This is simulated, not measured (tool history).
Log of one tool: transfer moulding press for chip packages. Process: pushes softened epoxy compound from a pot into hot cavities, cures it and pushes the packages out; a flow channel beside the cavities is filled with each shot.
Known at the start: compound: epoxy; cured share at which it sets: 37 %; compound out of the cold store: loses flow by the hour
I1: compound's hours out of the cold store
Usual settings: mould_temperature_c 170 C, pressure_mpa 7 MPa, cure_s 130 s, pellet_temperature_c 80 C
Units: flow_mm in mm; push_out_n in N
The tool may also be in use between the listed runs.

run 1 hour=0 | mould_temperature_c=170 pressure_mpa=7 cure_s=130 pellet_temperature_c=80 | I1=15.2 | flow_mm=585 push_out_n=250
run 2 hour=5.3 | mould_temperature_c=170 pressure_mpa=7 cure_s=130 pellet_temperature_c=80 | I1=27.8 | flow_mm=563 push_out_n=273
run 3 hour=13.5 | mould_temperature_c=170 pressure_mpa=7 cure_s=130 pellet_temperature_c=80 | I1=47 | flow_mm=534 push_out_n=318
run 4 hour=24.2 | mould_temperature_c=170 pressure_mpa=7 cure_s=130 pellet_temperature_c=80 | I1=42.8 | flow_mm=540 push_out_n=337
run 5 hour=35.1 | mould_temperature_c=170 pressure_mpa=7 cure_s=130 pellet_temperature_c=80 | I1=29.2 | flow_mm=568 push_out_n=363
run 6 hour=43 | mould_temperature_c=170 pressure_mpa=7 cure_s=113 pellet_temperature_c=80 | I1=39.6 | flow_mm=548 push_out_n=410
run 7 hour=48 | mould_temperature_c=170 pressure_mpa=7 cure_s=113 pellet_temperature_c=80 | I1=39.2 | flow_mm=546 push_out_n=414
run 8 hour=58.3 | mould_temperature_c=170 pressure_mpa=7 cure_s=113 pellet_temperature_c=80 | I1=24 | flow_mm=564 push_out_n=433
run 9 hour=63.7 | mould_temperature_c=170 pressure_mpa=7 cure_s=130 pellet_temperature_c=80 | I1=20.9 | flow_mm=573 push_out_n=383
run 10 hour=73.6 | mould_temperature_c=170 pressure_mpa=6.94 cure_s=130 pellet_temperature_c=80 | I1=11.3 | flow_mm=578 push_out_n=402
run 11 hour=82.1 | mould_temperature_c=170 pressure_mpa=6.94 cure_s=130 pellet_temperature_c=80 | I1=14.2 | flow_mm=578 push_out_n=419
run 12 hour=87.5 | mould_temperature_c=170 pressure_mpa=7.07 cure_s=130 pellet_temperature_c=80 | I1=9.4 | flow_mm=587 push_out_n=420
-- hour=91.1 cavities cleaned with cleaning compound and waxed
run 13 hour=97.5 | mould_temperature_c=170 pressure_mpa=7.07 cure_s=130 pellet_temperature_c=80 | I1=11 | flow_mm=587 push_out_n=222
run 14 hour=109 | mould_temperature_c=170 pressure_mpa=7 cure_s=130 pellet_temperature_c=76 | I1=37.7 | flow_mm=546 push_out_n=281
run 15 hour=114.9 | mould_temperature_c=170 pressure_mpa=7 cure_s=130 pellet_temperature_c=76 | I1=13.3 | flow_mm=574 push_out_n=309
run 16 hour=120.1 | mould_temperature_c=170 pressure_mpa=7 cure_s=130 pellet_temperature_c=76 | I1=37.1 | flow_mm=551 push_out_n=312
run 17 hour=126.7 | mould_temperature_c=170 pressure_mpa=5.85 cure_s=134 pellet_temperature_c=83 | I1=43 | flow_mm=487 push_out_n=338
run 18 hour=135.1 | mould_temperature_c=170 pressure_mpa=5.85 cure_s=134 pellet_temperature_c=83 | I1=26.8 | flow_mm=512 push_out_n=353
run 19 hour=145.6 | mould_temperature_c=165 pressure_mpa=6.66 cure_s=130 pellet_temperature_c=74 | I1=11.5 | flow_mm=574 push_out_n=433
run 20 hour=157.5 | mould_temperature_c=176 pressure_mpa=5.24 cure_s=130 pellet_temperature_c=72 | I1=20.6 | flow_mm=482 push_out_n=386
-- hour=162.8 plunger's sealing rings changed
run 21 hour=168.1 | mould_temperature_c=176 pressure_mpa=5.38 cure_s=135 pellet_temperature_c=71 | I1=16.9 | flow_mm=516 push_out_n=376
run 22 hour=177 | mould_temperature_c=176 pressure_mpa=5.38 cure_s=135 pellet_temperature_c=71 | I1=40.9 | flow_mm=488 push_out_n=381
run 23 hour=182.9 | mould_temperature_c=170 pressure_mpa=8.55 cure_s=129 pellet_temperature_c=80 | I1=24.6 | flow_mm=653 push_out_n=407
run 24 hour=189.5 | mould_temperature_c=170 pressure_mpa=5.43 cure_s=126 pellet_temperature_c=80 | I1=41.2 | flow_mm=502 push_out_n=412

Forecast run 25:
-- hour=195 cavities cleaned with cleaning compound and waxed
run 25 hour=200.1 | mould_temperature_c=174 pressure_mpa=7 cure_s=144 pellet_temperature_c=80 | I1=22.7 | flow_mm=? push_out_n=?

Run 25 gave flow_mm 584 mm, push_out_n 219 N.
Without the tool's hidden state the same run would have given flow_mm 587 mm, push_out_n 186 N.
